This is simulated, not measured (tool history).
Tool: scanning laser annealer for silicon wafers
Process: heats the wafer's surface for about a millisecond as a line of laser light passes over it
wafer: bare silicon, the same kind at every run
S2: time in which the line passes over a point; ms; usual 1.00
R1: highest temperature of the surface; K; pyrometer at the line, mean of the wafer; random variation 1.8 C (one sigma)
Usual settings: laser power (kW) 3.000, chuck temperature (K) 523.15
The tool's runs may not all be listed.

run 1 hour=0.0 | laser_power_(kW)=3.000 S2=1.00 chuck_temperature_(K)=523.15 | R1=1283.15
run 2 hour=9.3 | laser_power_(kW)=2.759 S2=1.00 chuck_temperature_(K)=523.15 | R1=1203.15
run 3 hour=15.6 | laser_power_(kW)=2.759 S2=1.00 chuck_temperature_(K)=523.15 | R1=1202.15
run 4 hour=21.5 | laser_power_(kW)=3.000 S2=1.00 chuck_temperature_(K)=523.15 | R1=1281.15
run 5 hour=31.1 | laser_power_(kW)=3.000 S2=1.00 chuck_temperature_(K)=523.15 | R1=1280.15
run 6 hour=42.3 | laser_power_(kW)=3.000 S2=1.00 chuck_temperature_(K)=523.15 | R1=1280.15
run 7 hour=53.4 | laser_power_(kW)=3.000 S2=1.00 chuck_temperature_(K)=523.15 | R1=1281.15
run 8 hour=60.0 | laser_power_(kW)=3.000 S2=1.00 chuck_temperature_(K)=523.15 | R1=1277.15
run 9 hour=67.7 | laser_power_(kW)=3.000 S2=1.00 chuck_temperature_(K)=493.15 | R1=1249.15
run 10 hour=72.3 | laser_power_(kW)=3.000 S2=1.00 chuck_temperature_(K)=493.15 | R1=1251.15
run 11 hour=83.4 | laser_power_(kW)=3.000 S2=1.00 chuck_temperature_(K)=493.15 | R1=1242.15
run 12 hour=88.8 | laser_power_(kW)=3.000 S2=1.00 chuck_temperature_(K)=493.15 | R1=1243.15
run 13 hour=98.1 | laser_power_(kW)=3.000 S2=1.00 chuck_temperature_(K)=523.15 | R1=1272.15
run 14 hour=108.8 | laser_power_(kW)=3.000 S2=0.71 chuck_temperature_(K)=523.15 | R1=1155.15
run 15 hour=118.8 | laser_power_(kW)=3.000 S2=0.71 chuck_temperature_(K)=523.15 | R1=1190.15
run 16 hour=125.2 | laser_power_(kW)=3.000 S2=0.71 chuck_temperature_(K)=523.15 | R1=1186.15
run 17 hour=131.4 | laser_power_(kW)=2.574 S2=1.00 chuck_temperature_(K)=523.15 | R1=1162.15
run 18 hour=137.8 | laser_power_(kW)=2.574 S2=1.00 chuck_temperature_(K)=523.15 | R1=1163.15
run 19 hour=148.9 | laser_power_(kW)=3.178 S2=0.82 chuck_temperature_(K)=531.15 | R1=1298.15
run 20 hour=157.9 | laser_power_(kW)=3.000 S2=1.00 chuck_temperature_(K)=487.15 | R1=1272.15
run 21 hour=164.0 | laser_power_(kW)=3.000 S2=1.00 chuck_temperature_(K)=516.15 | R1=1297.15
run 22 hour=169.8 | laser_power_(kW)=3.065 S2=0.92 chuck_temperature_(K)=516.15 | R1=1288.15
run 23 hour=180.9 | laser_power_(kW)=2.864 S2=0.97 chuck_temperature_(K)=523.15 | R1=1251.15
run 24 hour=187.8 | laser_power_(kW)=3.285 S2=1.11 chuck_temperature_(K)=483.15 | R1=1410.15
run 25 hour=196.2 | laser_power_(kW)=3.285 S2=1.11 chuck_temperature_(K)=483.15 | R1=1412.15
run 26 hour=200.8 | laser_power_(kW)=3.184 S2=1.19 chuck_temperature_(K)=483.15 | R1=1404.15
run 27 hour=209.5 | laser_power_(kW)=2.790 S2=0.85 chuck_temperature_(K)=538.15 | R1=1194.15
run 28 hour=220.0 | laser_power_(kW)=2.790 S2=0.85 chuck_temperature_(K)=538.15 | R1=1188.15
run 29 hour=226.8 | laser_power_(kW)=2.790 S2=0.85 chuck_temperature_(K)=538.15 | R1=1191.15
run 30 hour=236.5 | laser_power_(kW)=2.790 S2=0.85 chuck_temperature_(K)=538.15 | R1=1192.15
run 31 hour=245.5 | laser_power_(kW)=3.079 S2=0.80 chuck_temperature_(K)=531.15 | R1=1255.15
run 32 hour=255.2 | laser_power_(kW)=2.696 S2=1.02 chuck_temperature_(K)=523.15 | R1=1206.15
run 33 hour=264.8 | laser_power_(kW)=2.696 S2=1.02 chuck_temperature_(K)=528.15 | R1=1210.15
run 34 hour=271.6 | laser_power_(kW)=3.135 S2=0.99 chuck_temperature_(K)=528.15 | R1=1348.15
run 35 hour=282.7 | laser_power_(kW)=3.026 S2=0.94 chuck_temperature_(K)=505.15 | R1=1265.15

Not shown: 2 entries that the log had between the listed runs. Between which runs, and how does the tool's hidden state differ before and after?
Between runs 10 and 11: window over the wafer cleaned (hour 75.2)
  light that passes the window, % of a clean one's: 96.73 -> 96.26
  measured less the result without the state, R1: -41.00 -> -46.00 K
Between runs 14 and 15: window over the wafer cleaned, once more (hour 118.5)
  light that passes the window, % of a clean one's: 96.07 -> 99.92
  measured less the result without the state, R1: -40.00 -> -7.00 K
